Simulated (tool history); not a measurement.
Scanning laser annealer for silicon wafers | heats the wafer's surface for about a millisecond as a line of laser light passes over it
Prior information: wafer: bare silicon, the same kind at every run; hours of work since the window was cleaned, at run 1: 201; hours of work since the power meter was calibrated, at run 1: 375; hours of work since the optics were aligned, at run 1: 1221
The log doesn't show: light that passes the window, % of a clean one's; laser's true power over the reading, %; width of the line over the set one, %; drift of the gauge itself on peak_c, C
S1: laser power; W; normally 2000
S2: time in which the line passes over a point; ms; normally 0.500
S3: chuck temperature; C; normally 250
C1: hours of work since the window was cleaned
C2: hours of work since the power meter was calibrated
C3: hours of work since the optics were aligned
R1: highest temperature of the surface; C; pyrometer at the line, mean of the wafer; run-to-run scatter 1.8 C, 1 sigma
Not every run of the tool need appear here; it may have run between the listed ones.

| run | hour | S1 | S2 | S3 | C1 | C2 | C3 | R1 |
|---|---|---|---|---|---|---|---|---|
| 1 | 0.0 | 2000 | 0.500 | 250 | 201 | 375 | 1221 | 1026 |
| 2 | 13.2 | 2000 | 0.508 | 250 | 209 | 382 | 1229 | 1032 |
| 3 | 24.9 | 2000 | 0.508 | 250 | 216 | 389 | 1236 | 1035 |
| 4 | 38.0 | 2000 | 0.414 | 250 | 224 | 397 | 1243 | 948 |
| 5 | 50.3 | 2000 | 0.414 | 238 | 231 | 404 | 1251 | 932 |
| 6 | 62.1 | 2000 | 0.414 | 238 | 238 | 411 | 1258 | 935 |
| 7 | 71.6 | 2000 | 0.414 | 238 | 244 | 417 | 1263 | 933 |
| 8 | 81.9 | 2000 | 0.414 | 238 | 250 | 423 | 1269 | 932 |
|  | 87.9 | optics aligned, line set to its width |
| 9 | 94.6 | 2000 | 0.389 | 238 | 254 | 428 | 4 | 907 |
| 10 | 102.1 | 2000 | 0.389 | 238 | 259 | 432 | 8 | 902 |
| 11 | 114.2 | 1719 | 0.416 | 216 | 266 | 439 | 16 | 799 |
|  | 122.2 | optics aligned, line set to its width, once more |
| 12 | 130.0 | 1719 | 0.416 | 216 | 272 | 446 | 5 | 804 |
| 13 | 138.4 | 2168 | 0.427 | 272 | 277 | 450 | 10 | 1053 |
| 14 | 153.0 | 2172 | 0.500 | 289 | 286 | 459 | 18 | 1143 |
| 15 | 165.9 | 2193 | 0.351 | 287 | 294 | 467 | 26 | 991 |
| 16 | 175.1 | 2137 | 0.351 | 287 | 299 | 472 | 31 | 971 |
| 17 | 191.1 | 2137 | 0.351 | 287 | 308 | 482 | 41 | 971 |
| 18 | 199.3 | 2137 | 0.351 | 287 | 313 | 487 | 46 | 969 |
| 19 | 207.7 | 1761 | 0.418 | 240 | 318 | 491 | 51 | 846 |

Here are 3 independent what-if runs from the current tool condition. What would each one return?
| A | 220.5 | 1873 | 0.555 | 285 | 326 | 499 | 58 | ? |
| B | 220.5 | 1962 | 0.535 | 250 | 326 | 499 | 58 | ? |
| C | 220.5 | 1957 | 0.389 | 234 | 326 | 499 | 58 | ? |

| run | R1 |
|---|---|
| A | 1048 |
| B | 1040 |
| C | 888 |
Had the tool no hidden state, the same runs would have come out as:
| run | R1 |
|---|---|
| A | 1071 |
| B | 1063 |
| C | 908 |

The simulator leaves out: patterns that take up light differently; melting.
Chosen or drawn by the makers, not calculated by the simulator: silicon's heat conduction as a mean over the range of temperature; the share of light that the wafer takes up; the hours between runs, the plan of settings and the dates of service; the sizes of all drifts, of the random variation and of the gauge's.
